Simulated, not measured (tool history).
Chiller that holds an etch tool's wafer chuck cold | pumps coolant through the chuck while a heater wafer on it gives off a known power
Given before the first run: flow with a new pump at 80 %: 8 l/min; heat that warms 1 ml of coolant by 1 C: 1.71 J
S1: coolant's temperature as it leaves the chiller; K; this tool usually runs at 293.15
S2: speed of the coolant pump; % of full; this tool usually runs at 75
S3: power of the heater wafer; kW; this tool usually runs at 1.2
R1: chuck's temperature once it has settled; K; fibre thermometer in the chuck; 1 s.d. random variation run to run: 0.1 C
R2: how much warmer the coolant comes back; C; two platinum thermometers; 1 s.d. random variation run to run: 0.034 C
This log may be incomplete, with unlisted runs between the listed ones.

{"run": 1, "hour": 0.0, "S1": 293.15, "S2": 75, "S3": 1.2, "R1": 305.95, "R2": 5.69}
{"run": 2, "hour": 28.0, "S1": 293.15, "S2": 75, "S3": 1.2, "R1": 305.75, "R2": 5.62}
{"run": 3, "hour": 49.4, "S1": 293.15, "S2": 75, "S3": 1.2, "R1": 305.95, "R2": 5.59}
{"run": 4, "hour": 78.3, "S1": 293.15, "S2": 60, "S3": 1.2, "R1": 308.25, "R2": 7.05}
{"run": 5, "hour": 100.9, "S1": 293.15, "S2": 75, "S3": 1.2, "R1": 305.85, "R2": 5.67}
{"run": 6, "hour": 124.7, "S1": 293.15, "S2": 75, "S3": 1.2, "R1": 305.95, "R2": 5.57}
{"run": 7, "hour": 145.3, "S1": 293.15, "S2": 75, "S3": 1.066, "R1": 304.45, "R2": 4.97}
{"run": 8, "hour": 168.7, "S1": 293.15, "S2": 75, "S3": 1.2, "R1": 305.95, "R2": 5.63}
{"run": 9, "hour": 188.8, "S1": 293.15, "S2": 75, "S3": 1.2, "R1": 305.75, "R2": 5.64}
{"run": 10, "hour": 215.8, "S1": 293.15, "S2": 75, "S3": 1.2, "R1": 305.85, "R2": 5.63}
{"run": 11, "hour": 229.5, "S1": 293.15, "S2": 75, "S3": 1.2, "R1": 305.85, "R2": 5.69}
{"run": 12, "hour": 244.0, "S1": 293.15, "S2": 75, "S3": 1.2, "R1": 305.95, "R2": 5.57}
{"run": 13, "hour": 260.8, "S1": 293.15, "S2": 75, "S3": 1.2, "R1": 305.85, "R2": 5.6}
{"run": 14, "hour": 274.0, "S1": 293.15, "S2": 75, "S3": 1.2, "R1": 305.95, "R2": 5.59}
{"run": 15, "hour": 288.3, "S1": 293.15, "S2": 75, "S3": 1.659, "R1": 310.85, "R2": 7.77}
{"run": 16, "hour": 309.7, "S1": 293.15, "S2": 75, "S3": 1.2, "R1": 305.75, "R2": 5.67}
{"run": 17, "hour": 330.8, "S1": 295.15, "S2": 80, "S3": 1.314, "R1": 308.55, "R2": 5.81}

Run 18 comes next. What will it give?
{"run": 18, "hour": 358.2, "S1": 295.15, "S2": 80, "S3": 1.314, "R1": "?", "R2": "?"}

{"run 18": {"R1": 308.65, "R2": 5.81}}
The same run, on a tool lacking any hidden state, would have yielded R1 308.65 K, R2 5.81 C.
